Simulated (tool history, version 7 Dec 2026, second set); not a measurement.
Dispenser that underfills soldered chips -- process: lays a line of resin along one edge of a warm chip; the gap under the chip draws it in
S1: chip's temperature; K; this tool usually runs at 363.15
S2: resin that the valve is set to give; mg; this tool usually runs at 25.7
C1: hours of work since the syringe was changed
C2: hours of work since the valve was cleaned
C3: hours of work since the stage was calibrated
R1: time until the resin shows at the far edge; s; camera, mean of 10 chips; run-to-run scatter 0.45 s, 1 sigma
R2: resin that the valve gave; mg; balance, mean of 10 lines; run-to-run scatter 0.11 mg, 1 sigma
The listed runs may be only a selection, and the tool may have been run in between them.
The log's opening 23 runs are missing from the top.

run,hour,S1,S2,C1,C2,C3,R1,R2
# hour 247.4: new syringe of resin
24,248.3,361.15,30.4,1,23,332,38.7,29.94
25,261.3,361.15,30.4,9,32,340,53.6,29.80
# hour 262.8: new syringe of resin
26,270.3,363.15,30.2,5,38,346,41.1,29.59
27,277.1,377.15,28.5,10,43,351,25.4,27.66
# hour 278.5: new syringe of resin
28,288.0,352.15,28.5,6,50,358,74.9,27.61
# hour 293.7: new syringe of resin
29,300.0,357.15,23.5,4,58,366,55.4,22.49
# hour 308.8: new syringe of resin
30,309.6,368.15,26.4,1,64,373,28.0,25.42
31,318.8,368.15,26.4,7,71,379,34.3,25.23
# hour 324.3: new syringe of resin
32,326.3,352.15,26.3,1,76,384,62.0,25.15

What will run 33 give?
33,332.5,357.15,24.3,6,80,388,?,?

{"run 33": {"R1": 56.6, "R2": 23.14}}
Were there no unlogged condition in the tool, this run, its random variation unchanged, would have produced R1 44.3 s, R2 24.25 mg.
